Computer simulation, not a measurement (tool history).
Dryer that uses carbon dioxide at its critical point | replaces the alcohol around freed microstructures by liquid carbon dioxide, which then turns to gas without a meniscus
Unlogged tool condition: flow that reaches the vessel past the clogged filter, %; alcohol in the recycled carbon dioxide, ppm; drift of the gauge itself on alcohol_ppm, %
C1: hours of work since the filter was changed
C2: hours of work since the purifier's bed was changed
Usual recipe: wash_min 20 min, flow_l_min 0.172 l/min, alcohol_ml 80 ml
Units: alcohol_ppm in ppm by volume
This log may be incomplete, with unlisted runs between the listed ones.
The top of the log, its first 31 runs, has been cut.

run 32 day=10.275 | wash_min=20 flow_l_min=0.181 alcohol_ml=37 | C1=154 C2=217 | alcohol_ppm=229
run 33 day=10.479 | wash_min=12 flow_l_min=0.270 alcohol_ml=101 | C1=157 C2=220 | alcohol_ppm=917
run 34 day=10.862 | wash_min=18 flow_l_min=0.196 alcohol_ml=101 | C1=162 C2=225 | alcohol_ppm=683
run 35 day=11.117 | wash_min=13 flow_l_min=0.143 alcohol_ml=82 | C1=166 C2=229 | alcohol_ppm=8521
run 36 day=11.500 | wash_min=13 flow_l_min=0.143 alcohol_ml=82 | C1=171 C2=234 | alcohol_ppm=8947
run 37 day=11.862 | wash_min=20 flow_l_min=0.172 alcohol_ml=68 | C1=177 C2=240 | alcohol_ppm=586
run 38 day=12.146 | wash_min=20 flow_l_min=0.172 alcohol_ml=68 | C1=181 C2=244 | alcohol_ppm=580
run 39 day=12.575 | wash_min=20 flow_l_min=0.172 alcohol_ml=68 | C1=187 C2=250 | alcohol_ppm=594

Here are 5 independent what-if runs from the current tool condition. What would each one return?
run A day=12.975 | wash_min=13 flow_l_min=0.189 alcohol_ml=37 | C1=192 C2=255 | alcohol_ppm=?
run B day=12.975 | wash_min=20 flow_l_min=0.172 alcohol_ml=50 | C1=192 C2=255 | alcohol_ppm=?
run C day=12.975 | wash_min=13 flow_l_min=0.172 alcohol_ml=68 | C1=192 C2=255 | alcohol_ppm=?
run D day=12.975 | wash_min=18 flow_l_min=0.247 alcohol_ml=22 | C1=192 C2=255 | alcohol_ppm=?
run E day=12.975 | wash_min=26 flow_l_min=0.172 alcohol_ml=111 | C1=192 C2=255 | alcohol_ppm=?

run=A alcohol_ppm=1453
run=B alcohol_ppm=460
run=C alcohol_ppm=3930
run=D alcohol_ppm=63
run=E alcohol_ppm=207
Take away the tool's hidden state, keep each run's random variation, and the runs would have read:
run=A alcohol_ppm=1031
run=B alcohol_ppm=277
run=C alcohol_ppm=2899
run=D alcohol_ppm=22
run=E alcohol_ppm=101
